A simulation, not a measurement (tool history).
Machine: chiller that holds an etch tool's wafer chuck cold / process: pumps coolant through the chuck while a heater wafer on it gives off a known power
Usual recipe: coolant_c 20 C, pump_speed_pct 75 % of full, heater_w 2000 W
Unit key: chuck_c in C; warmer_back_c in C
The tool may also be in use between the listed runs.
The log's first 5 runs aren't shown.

run     day  coolant_c  pump_speed_pct  heater_w  hours since the coolant was changed and the channels were flushed  hours since the pump was overhauled  hours since the chiller's thermometer was calibrated  chuck_c  warmer_back_c
  6   4.196         20              75      1641                                                               2480                                 1199                                                  4305     32.5           4.92
  7   5.242         20              75      1641                                                               2505                                 1224                                                  4330     32.5           4.97
  8   5.975         20              84      1641                                                               2523                                 1242                                                  4348     31.3           4.35
  9   6.571         20              75      2000                                                               2537                                 1256                                                  4362     35.4           6.05
 10   7.196         20              75      2000                                                               2552                                 1271                                                  4377     35.3           6.05
      8.075  -- chiller's thermometer calibrated
 11   8.212         20              75      2000                                                               2576                                 1295                                                     3     35.2           6.06
 12   9.012         20              75      2000                                                               2595                                 1314                                                    22     35.2           6.16
 13   9.962         20              75      2000                                                               2618                                 1337                                                    45     35.4           6.14
     10.396  -- gauge calibrated
 14  11.142         20              75      2000                                                               2646                                 1365                                                    74     35.2           5.90
 15  11.917         20              77      2000                                                               2665                                 1383                                                    92     35.1           5.83
 16  12.792         20              77      2000                                                               2686                                 1405                                                   113     34.9           5.73
 17  13.912         20              77      2000                                                               2713                                 1431                                                   140     34.9           5.79
 18  14.729         20              77      2000                                                               2732                                 1451                                                   160     34.9           5.80
 19  15.817         20              77      2000                                                               2758                                 1477                                                   186     35.1           5.91
 20  16.546         16              74      2514                                                               2776                                 1495                                                   203     35.3           7.66
 21  17.192         16              74      2514                                                               2791                                 1510                                                   219     35.4           7.66
 22  17.717         11              74      2514                                                               2804                                 1523                                                   231     30.6           7.64
 23  18.438         11              74      2514                                                               2821                                 1540                                                   249     30.3           7.68
 24  19.212         11              74      2514                                                               2840                                 1559                                                   267     30.3           7.72
 25  20.496         11              74      2514                                                               2871                                 1589                                                   298     30.3           7.78
 26  21.200         17              67      1826                                                               2887                                 1606                                                   315     32.3           6.36
 27  21.904         13              67      1253                                                               2904                                 1623                                                   332     23.6           4.41
 28  23.158         24              81      1592                                                               2934                                 1653                                                   362     35.4           4.57
 29  23.804         30              71      1559                                                               2950                                 1669                                                   377     42.4           5.16
 30  24.588         20              93      1929                                                               2969                                 1688                                                   396     32.3           4.79

Estimate the outcome of run 31 from the log above:
 31  25.112         20              93      1929                                                               2981                                 1700                                                   409        ?              ?

chuck_c: 32.3 C
warmer_back_c: 4.76 C
With the hidden condition absent and the run-to-run variation left alone, this run would have shown chuck_c 32.3 C, warmer_back_c 4.43 C.

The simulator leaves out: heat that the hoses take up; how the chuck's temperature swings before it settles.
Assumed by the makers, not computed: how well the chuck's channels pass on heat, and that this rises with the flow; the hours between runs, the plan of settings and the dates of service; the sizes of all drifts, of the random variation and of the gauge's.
